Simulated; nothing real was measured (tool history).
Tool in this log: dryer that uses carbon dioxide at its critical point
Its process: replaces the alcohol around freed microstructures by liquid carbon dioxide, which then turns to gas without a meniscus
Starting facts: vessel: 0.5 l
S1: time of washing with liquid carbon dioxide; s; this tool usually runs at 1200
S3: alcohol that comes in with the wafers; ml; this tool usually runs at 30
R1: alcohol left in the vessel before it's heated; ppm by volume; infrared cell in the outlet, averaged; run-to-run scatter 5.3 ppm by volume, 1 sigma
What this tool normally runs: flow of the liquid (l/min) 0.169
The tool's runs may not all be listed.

{"run": 1, "hour": 0.0, "S1": 1200, "flow of the liquid (l/min)": 0.169, "S3": 30, "R1": 250}
{"run": 2, "hour": 26.1, "S1": 1200, "flow of the liquid (l/min)": 0.169, "S3": 30, "R1": 248}
{"run": 3, "hour": 43.6, "S1": 1200, "flow of the liquid (l/min)": 0.169, "S3": 30, "R1": 262}
{"run": 4, "hour": 75.6, "S1": 1200, "flow of the liquid (l/min)": 0.169, "S3": 30, "R1": 255}
{"run": 5, "hour": 103.2, "S1": 1200, "flow of the liquid (l/min)": 0.282, "S3": 30, "R1": 115}
{"run": 6, "hour": 120.5, "S1": 1200, "flow of the liquid (l/min)": 0.282, "S3": 30, "R1": 113}
{"run": 7, "hour": 154.2, "S1": 1200, "flow of the liquid (l/min)": 0.282, "S3": 30, "R1": 124}
{"run": 8, "hour": 171.2, "S1": 1200, "flow of the liquid (l/min)": 0.261, "S3": 30, "R1": 131}
{"run": 9, "hour": 200.9, "S1": 780, "flow of the liquid (l/min)": 0.261, "S3": 30, "R1": 239}
{"run": 10, "hour": 219.9, "S1": 780, "flow of the liquid (l/min)": 0.261, "S3": 30, "R1": 266}
{"run": 11, "hour": 241.8, "S1": 780, "flow of the liquid (l/min)": 0.261, "S3": 30, "R1": 258}
{"run": 12, "hour": 266.4, "S1": 780, "flow of the liquid (l/min)": 0.261, "S3": 30, "R1": 277}
{"run": 13, "hour": 290.9, "S1": 1200, "flow of the liquid (l/min)": 0.169, "S3": 30, "R1": 311}
{"run": 14, "hour": 314.4, "S1": 1200, "flow of the liquid (l/min)": 0.169, "S3": 30, "R1": 329}
{"run": 15, "hour": 355.3, "S1": 1200, "flow of the liquid (l/min)": 0.199, "S3": 30, "R1": 216}
{"run": 16, "hour": 382.5, "S1": 1200, "flow of the liquid (l/min)": 0.277, "S3": 30, "R1": 136}
{"run": 17, "hour": 421.9, "S1": 1200, "flow of the liquid (l/min)": 0.277, "S3": 30, "R1": 145}
{"run": 18, "hour": 441.1, "S1": 1200, "flow of the liquid (l/min)": 0.277, "S3": 30, "R1": 147}
{"run": 19, "hour": 464.7, "S1": 1200, "flow of the liquid (l/min)": 0.277, "S3": 30, "R1": 155}
{"run": 20, "hour": 486.3, "S1": 1200, "flow of the liquid (l/min)": 0.277, "S3": 30, "R1": 153}
{"run": 21, "hour": 513.1, "S1": 1200, "flow of the liquid (l/min)": 0.169, "S3": 30, "R1": 387}
{"run": 22, "hour": 535.5, "S1": 1200, "flow of the liquid (l/min)": 0.169, "S3": 30, "R1": 396}
{"run": 23, "hour": 567.0, "S1": 1440, "flow of the liquid (l/min)": 0.169, "S3": 30, "R1": 248}
{"run": 24, "hour": 604.7, "S1": 1140, "flow of the liquid (l/min)": 0.111, "S3": 37, "R1": 3003}
{"run": 25, "hour": 635.9, "S1": 1140, "flow of the liquid (l/min)": 0.111, "S3": 37, "R1": 3038}
{"run": 26, "hour": 669.9, "S1": 1500, "flow of the liquid (l/min)": 0.128, "S3": 57, "R1": 971}
{"run": 27, "hour": 695.6, "S1": 1080, "flow of the liquid (l/min)": 0.173, "S3": 57, "R1": 1021}
{"hour": 709.8, "done": "inlet filter changed"}
{"run": 28, "hour": 715.1, "S1": 1200, "flow of the liquid (l/min)": 0.183, "S3": 30, "R1": 224}
{"run": 29, "hour": 754.2, "S1": 1200, "flow of the liquid (l/min)": 0.142, "S3": 35, "R1": 564}
{"hour": 787.5, "done": "purifier's bed changed"}
{"run": 30, "hour": 788.6, "S1": 1440, "flow of the liquid (l/min)": 0.285, "S3": 54, "R1": 10}
{"run": 31, "hour": 829.6, "S1": 1200, "flow of the liquid (l/min)": 0.144, "S3": 97, "R1": 1100}
{"run": 32, "hour": 860.8, "S1": 1200, "flow of the liquid (l/min)": 0.144, "S3": 97, "R1": 1150}
{"run": 33, "hour": 879.4, "S1": 1200, "flow of the liquid (l/min)": 0.144, "S3": 97, "R1": 1192}
{"run": 34, "hour": 911.6, "S1": 1140, "flow of the liquid (l/min)": 0.183, "S3": 30, "R1": 121}
{"run": 35, "hour": 929.4, "S1": 1140, "flow of the liquid (l/min)": 0.183, "S3": 30, "R1": 137}
{"run": 36, "hour": 963.0, "S1": 1860, "flow of the liquid (l/min)": 0.112, "S3": 24, "R1": 149}
{"run": 37, "hour": 989.1, "S1": 1860, "flow of the liquid (l/min)": 0.112, "S3": 24, "R1": 147}
{"run": 38, "hour": 1012.9, "S1": 840, "flow of the liquid (l/min)": 0.112, "S3": 33, "R1": 4575}
{"run": 39, "hour": 1031.5, "S1": 1560, "flow of the liquid (l/min)": 0.27, "S3": 53, "R1": 34}
{"run": 40, "hour": 1066.0, "S1": 1560, "flow of the liquid (l/min)": 0.27, "S3": 53, "R1": 36}
{"run": 41, "hour": 1086.2, "S1": 1680, "flow of the liquid (l/min)": 0.169, "S3": 30, "R1": 46}
{"run": 42, "hour": 1126.7, "S1": 1680, "flow of the liquid (l/min)": 0.257, "S3": 40, "R1": 40}
{"run": 43, "hour": 1159.0, "S1": 1680, "flow of the liquid (l/min)": 0.257, "S3": 40, "R1": 39}
{"run": 44, "hour": 1186.0, "S1": 960, "flow of the liquid (l/min)": 0.169, "S3": 114, "R1": 2342}
{"run": 45, "hour": 1207.5, "S1": 840, "flow of the liquid (l/min)": 0.169, "S3": 114, "R1": 4288}
{"run": 46, "hour": 1235.1, "S1": 1200, "flow of the liquid (l/min)": 0.169, "S3": 113, "R1": 793}

Each row is a separate what-if for the run after 46, all from the same tool condition, not one after another. Results?
{"run": "A", "hour": 1258.4, "S1": 1500, "flow of the liquid (l/min)": 0.169, "S3": 31, "R1": "?"}
{"run": "B", "hour": 1258.4, "S1": 1200, "flow of the liquid (l/min)": 0.181, "S3": 37, "R1": "?"}
{"run": "C", "hour": 1258.4, "S1": 1020, "flow of the liquid (l/min)": 0.232, "S3": 83, "R1": "?"}
{"run": "D", "hour": 1258.4, "S1": 1920, "flow of the liquid (l/min)": 0.199, "S3": 117, "R1": "?"}
{"run": "E", "hour": 1258.4, "S1": 1080, "flow of the liquid (l/min)": 0.121, "S3": 29, "R1": "?"}

run=A R1=94
run=B R1=210
run=C R1=251
run=D R1=55
run=E R1=1742
What these runs would have given with no unlogged condition in the tool:
run=A R1=25
run=B R1=85
run=C R1=107
run=D R1=10
run=E R1=1147
